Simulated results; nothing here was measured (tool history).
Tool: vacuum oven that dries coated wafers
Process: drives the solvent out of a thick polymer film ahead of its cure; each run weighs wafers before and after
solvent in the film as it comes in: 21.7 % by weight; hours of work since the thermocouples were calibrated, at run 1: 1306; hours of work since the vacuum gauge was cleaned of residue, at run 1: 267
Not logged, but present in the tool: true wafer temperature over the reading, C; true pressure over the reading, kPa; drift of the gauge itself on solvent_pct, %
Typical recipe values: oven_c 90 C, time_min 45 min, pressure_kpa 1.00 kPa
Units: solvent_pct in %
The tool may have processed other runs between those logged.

run,hour,oven_c,time_min,pressure_kpa,hours of work since the thermocouples were calibrated,hours of work since the vacuum gauge was cleaned of residue,solvent_pct
1,0.0,90,45,1.00,1306,267,3.69
2,47.4,83,45,1.00,1327,287,6.97
3,112.0,90,45,1.05,1354,315,3.99
4,168.5,90,45,1.05,1378,339,3.83
5,220.0,90,45,1.05,1400,361,3.87
6,262.7,90,45,1.05,1418,379,3.81
7,308.3,79,47,1.05,1438,398,9.03
8,391.2,79,47,1.05,1473,434,8.89
# hour 396.7: vacuum gauge cleaned of residue and calibrated
9,468.8,79,23,1.05,1505,31,12.86
10,564.8,80,81,3.62,1546,72,9.76
# hour 614.5: vacuum gauge cleaned of residue and calibrated, once more
11,625.3,80,81,3.62,1572,5,9.44

Branching from run 11: 3 alternative next runs. What would each branch give?
A,706.7,90,78,1.00,1606,39,?
B,706.7,77,56,1.00,1606,39,?
C,706.7,80,34,3.62,1606,39,?

run,solvent_pct
A,1.96
B,8.86
C,13.16
With no hidden state in the tool, these same runs would have given:
run,solvent_pct
A,1.52
B,7.51
C,11.85

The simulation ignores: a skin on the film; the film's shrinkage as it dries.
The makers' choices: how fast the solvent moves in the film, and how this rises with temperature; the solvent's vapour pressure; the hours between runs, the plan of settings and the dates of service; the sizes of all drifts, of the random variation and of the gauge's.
